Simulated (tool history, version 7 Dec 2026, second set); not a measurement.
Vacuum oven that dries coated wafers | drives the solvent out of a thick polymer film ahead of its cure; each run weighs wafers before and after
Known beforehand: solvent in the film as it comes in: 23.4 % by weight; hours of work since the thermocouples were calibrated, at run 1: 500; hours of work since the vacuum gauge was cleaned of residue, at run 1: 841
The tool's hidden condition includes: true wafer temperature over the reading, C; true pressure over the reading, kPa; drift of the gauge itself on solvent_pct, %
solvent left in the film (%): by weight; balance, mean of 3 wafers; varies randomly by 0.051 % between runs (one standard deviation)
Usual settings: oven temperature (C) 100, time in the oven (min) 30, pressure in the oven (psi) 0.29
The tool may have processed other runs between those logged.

| run | day | oven temperature (C) | time in the oven (min) | pressure in the oven (psi) | hours of work since the thermocouples were calibrated | hours of work since the vacuum gauge was cleaned of residue | solvent left in the film (%) |
|---|---|---|---|---|---|---|---|
| 1 | 0 | 100 | 30 | 0.29 | 500 | 841 | 1.23 |
| 2 | 2.604 | 100 | 30 | 0.29 | 538 | 879 | 1.25 |
| 3 | 4.146 | 100 | 30 | 0.29 | 561 | 902 | 1.28 |
| 4 | 6.258 | 100 | 30 | 0.29 | 592 | 933 | 1.19 |
| 5 | 8.5 | 100 | 30 | 0.29 | 624 | 965 | 1.33 |
| 6 | 11.788 | 100 | 24 | 0.29 | 672 | 1013 | 1.83 |
| 7 | 14.967 | 100 | 30 | 0.161 | 719 | 1060 | 1.03 |
| 8 | 17.842 | 100 | 22 | 0.161 | 761 | 1102 | 1.85 |
| 9 | 20.412 | 100 | 22 | 0.161 | 798 | 1139 | 1.96 |
| 10 | 22.471 | 100 | 21 | 0.29 | 828 | 1169 | 2.29 |
| 11 | 24.925 | 100 | 48 | 0.29 | 864 | 1205 | 0.67 |
| 12 | 26.529 | 100 | 48 | 0.218 | 888 | 1228 | 0.49 |
| 13 | 29.771 | 100 | 48 | 0.218 | 935 | 1276 | 0.53 |
| 14 | 32.4 | 100 | 48 | 0.218 | 973 | 1314 | 0.5 |
| 15 | 34.471 | 100 | 30 | 0.29 | 1004 | 1344 | 1.15 |
| 16 | 35.85 | 100 | 24 | 0.29 | 1024 | 1364 | 1.83 |
| 17 | 37.504 | 100 | 36 | 0.29 | 1048 | 1389 | 0.87 |
| 18 | 39.775 | 100 | 36 | 0.264 | 1081 | 1422 | 0.87 |
| 19 | 41.142 | 100 | 36 | 0.264 | 1101 | 1442 | 0.79 |
| 20 | 42.671 | 86 | 22 | 0.264 | 1123 | 1464 | 6.85 |
| 21 | 45.85 | 101 | 47 | 0.3 | 1170 | 1510 | 0.75 |
| 22 | 48.104 | 94 | 27 | 0.151 | 1203 | 1543 | 2.49 |
| 23 | 50.667 | 85 | 32 | 0.267 | 1240 | 1581 | 4.77 |
| 24 | 53.042 | 85 | 32 | 0.267 | 1275 | 1615 | 4.69 |
| 25 | 55.838 | 91 | 44 | 0.267 | 1315 | 1656 | 1.64 |
| 26 | 57.642 | 90 | 40 | 0.731 | 1342 | 1683 | 3.41 |
| 27 | 59.308 | 100 | 30 | 0.29 | 1366 | 1707 | 1.29 |
| 28 | 61.729 | 100 | 51 | 0.344 | 1401 | 1742 | 0.74 |
| 29 | 63.658 | 98 | 29 | 0.197 | 1430 | 1770 | 1.53 |
| 30 | 65.925 | 98 | 29 | 0.197 | 1463 | 1803 | 1.55 |
| 31 | 68.238 | 102 | 29 | 0.74 | 1496 | 1837 | 1.93 |
| 32 | 71.442 | 102 | 29 | 0.191 | 1543 | 1884 | 0.89 |
| 33 | 74.583 | 95 | 23 | 0.323 | 1589 | 1930 | 3.4 |
|  | 76.246 | oven's thermocouples calibrated |
| 34 | 77.279 | 95 | 23 | 0.323 | 15 | 1968 | 3.36 |
| 35 | 79.596 | 100 | 30 | 0.904 | 49 | 2002 | 2.41 |
| 36 | 81.808 | 100 | 30 | 0.904 | 81 | 2034 | 2.44 |
| 37 | 84.054 | 90 | 17 | 0.205 | 114 | 2067 | 6.84 |
| 38 | 87.308 | 91 | 30 | 0.695 | 161 | 2114 | 4.2 |

Take each entry between the runs: how does the hidden state at the last listed run before it differ from the hidden state at the first listed run after it?
From run 33 to run 34: oven's thermocouples calibrated (day 76.246)
  true wafer temperature over the reading, C: -0.08 -> 0; true pressure over the reading, kPa: 0.039 -> 0.04
